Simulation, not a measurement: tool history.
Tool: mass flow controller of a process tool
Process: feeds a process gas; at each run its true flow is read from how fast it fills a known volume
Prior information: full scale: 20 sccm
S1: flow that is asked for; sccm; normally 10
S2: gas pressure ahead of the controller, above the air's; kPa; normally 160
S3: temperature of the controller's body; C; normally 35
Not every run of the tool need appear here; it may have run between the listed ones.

run 1 hour=0 | S1=10 S2=160 S3=35 | true_flow_(%)=98.57
run 2 hour=137.4 | S1=10 S2=160 S3=35 | true_flow_(%)=98.7
run 3 hour=322.6 | S1=10 S2=160 S3=27 | true_flow_(%)=99.9
run 4 hour=417.6 | S1=10 S2=160 S3=27 | true_flow_(%)=99.87
run 5 hour=550.5 | S1=17 S2=160 S3=35 | true_flow_(%)=99.33
run 6 hour=644.1 | S1=17 S2=160 S3=35 | true_flow_(%)=99.46
run 7 hour=856.9 | S1=16 S2=160 S3=35 | true_flow_(%)=99.68
run 8 hour=1006.4 | S1=9 S2=217 S3=23 | true_flow_(%)=101.21
run 9 hour=1158.8 | S1=9 S2=217 S3=23 | true_flow_(%)=101.53
run 10 hour=1309 | S1=9 S2=217 S3=35 | true_flow_(%)=100.18
run 11 hour=1492.9 | S1=9 S2=217 S3=35 | true_flow_(%)=100.49

Expected results for the next run?
run 12 hour=1600.3 | S1=4 S2=260 S3=27 | true_flow_(%)=?

Run 12 yielded true flow (%) 101.57.
If the tool had no hidden condition, the same run with the same run-to-run variation would have returned true flow (%) 99.69.

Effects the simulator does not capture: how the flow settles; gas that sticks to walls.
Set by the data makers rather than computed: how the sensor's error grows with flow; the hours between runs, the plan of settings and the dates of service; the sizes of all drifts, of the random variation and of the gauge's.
